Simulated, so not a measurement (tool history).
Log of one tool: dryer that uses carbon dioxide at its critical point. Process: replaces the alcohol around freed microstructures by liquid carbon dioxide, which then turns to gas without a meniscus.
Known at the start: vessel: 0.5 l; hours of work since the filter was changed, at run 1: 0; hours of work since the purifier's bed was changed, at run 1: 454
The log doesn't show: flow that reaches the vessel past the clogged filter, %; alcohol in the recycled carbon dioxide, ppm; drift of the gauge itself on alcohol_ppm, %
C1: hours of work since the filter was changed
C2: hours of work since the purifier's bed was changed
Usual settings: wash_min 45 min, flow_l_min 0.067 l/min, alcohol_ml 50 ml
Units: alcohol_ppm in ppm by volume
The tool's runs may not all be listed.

{"run": 1, "day": 0.0, "wash_min": 45, "flow_l_min": 0.067, "alcohol_ml": 50, "C1": 0, "C2": 454, "alcohol_ppm": 841}
{"run": 2, "day": 0.346, "wash_min": 45, "flow_l_min": 0.0998, "alcohol_ml": 50, "C1": 6, "C2": 459, "alcohol_ppm": 116}
{"run": 3, "day": 0.992, "wash_min": 45, "flow_l_min": 0.067, "alcohol_ml": 50, "C1": 16, "C2": 470, "alcohol_ppm": 853}
{"run": 4, "day": 1.629, "wash_min": 45, "flow_l_min": 0.0559, "alcohol_ml": 50, "C1": 26, "C2": 480, "alcohol_ppm": 1877}
{"run": 5, "day": 2.425, "wash_min": 45, "flow_l_min": 0.0559, "alcohol_ml": 50, "C1": 39, "C2": 493, "alcohol_ppm": 1944}
{"run": 6, "day": 2.788, "wash_min": 45, "flow_l_min": 0.067, "alcohol_ml": 23, "C1": 45, "C2": 499, "alcohol_ppm": 446}
{"run": 7, "day": 3.45, "wash_min": 45, "flow_l_min": 0.067, "alcohol_ml": 50, "C1": 56, "C2": 509, "alcohol_ppm": 945}
{"run": 8, "day": 3.883, "wash_min": 45, "flow_l_min": 0.067, "alcohol_ml": 50, "C1": 63, "C2": 516, "alcohol_ppm": 904}
{"run": 9, "day": 4.321, "wash_min": 48, "flow_l_min": 0.067, "alcohol_ml": 50, "C1": 70, "C2": 524, "alcohol_ppm": 697}
{"run": 10, "day": 5.029, "wash_min": 48, "flow_l_min": 0.067, "alcohol_ml": 50, "C1": 81, "C2": 535, "alcohol_ppm": 705}
{"run": 11, "day": 5.429, "wash_min": 48, "flow_l_min": 0.067, "alcohol_ml": 50, "C1": 88, "C2": 541, "alcohol_ppm": 712}
{"run": 12, "day": 6.129, "wash_min": 45, "flow_l_min": 0.0886, "alcohol_ml": 50, "C1": 99, "C2": 553, "alcohol_ppm": 248}
{"run": 13, "day": 6.617, "wash_min": 34, "flow_l_min": 0.0427, "alcohol_ml": 50, "C1": 107, "C2": 561, "alcohol_ppm": 10565}
{"run": 14, "day": 7.142, "wash_min": 34, "flow_l_min": 0.0427, "alcohol_ml": 50, "C1": 115, "C2": 569, "alcohol_ppm": 10639}
{"run": 15, "day": 7.912, "wash_min": 48, "flow_l_min": 0.0553, "alcohol_ml": 58, "C1": 128, "C2": 582, "alcohol_ppm": 2020}
{"run": 16, "day": 8.475, "wash_min": 41, "flow_l_min": 0.0553, "alcohol_ml": 60, "C1": 137, "C2": 591, "alcohol_ppm": 3700}
{"run": 17, "day": 9.021, "wash_min": 41, "flow_l_min": 0.0553, "alcohol_ml": 60, "C1": 146, "C2": 599, "alcohol_ppm": 3757}
{"run": 18, "day": 9.721, "wash_min": 32, "flow_l_min": 0.0874, "alcohol_ml": 21, "C1": 157, "C2": 611, "alcohol_ppm": 643}
{"run": 19, "day": 10.479, "wash_min": 32, "flow_l_min": 0.0874, "alcohol_ml": 21, "C1": 169, "C2": 623, "alcohol_ppm": 690}
{"run": 20, "day": 10.888, "wash_min": 32, "flow_l_min": 0.0874, "alcohol_ml": 21, "C1": 176, "C2": 630, "alcohol_ppm": 656}

4 ways to go on from here, each from the tool as it stands after run 20. What would each give?
{"run": "A", "day": 11.35, "wash_min": 30, "flow_l_min": 0.0628, "alcohol_ml": 50, "C1": 183, "C2": 637, "alcohol_ppm": "?"}
{"run": "B", "day": 11.35, "wash_min": 32, "flow_l_min": 0.0419, "alcohol_ml": 50, "C1": 183, "C2": 637, "alcohol_ppm": "?"}
{"run": "C", "day": 11.35, "wash_min": 39, "flow_l_min": 0.067, "alcohol_ml": 50, "C1": 183, "C2": 637, "alcohol_ppm": "?"}
{"run": "D", "day": 11.35, "wash_min": 32, "flow_l_min": 0.0677, "alcohol_ml": 21, "C1": 183, "C2": 637, "alcohol_ppm": "?"}

run=A alcohol_ppm=5700
run=B alcohol_ppm=12947
run=C alcohol_ppm=2018
run=D alcohol_ppm=1659
Without the tool's hidden state the same runs would have given:
run=A alcohol_ppm=4754
run=B alcohol_ppm=11402
run=C alcohol_ppm=1551
run=D alcohol_ppm=1321
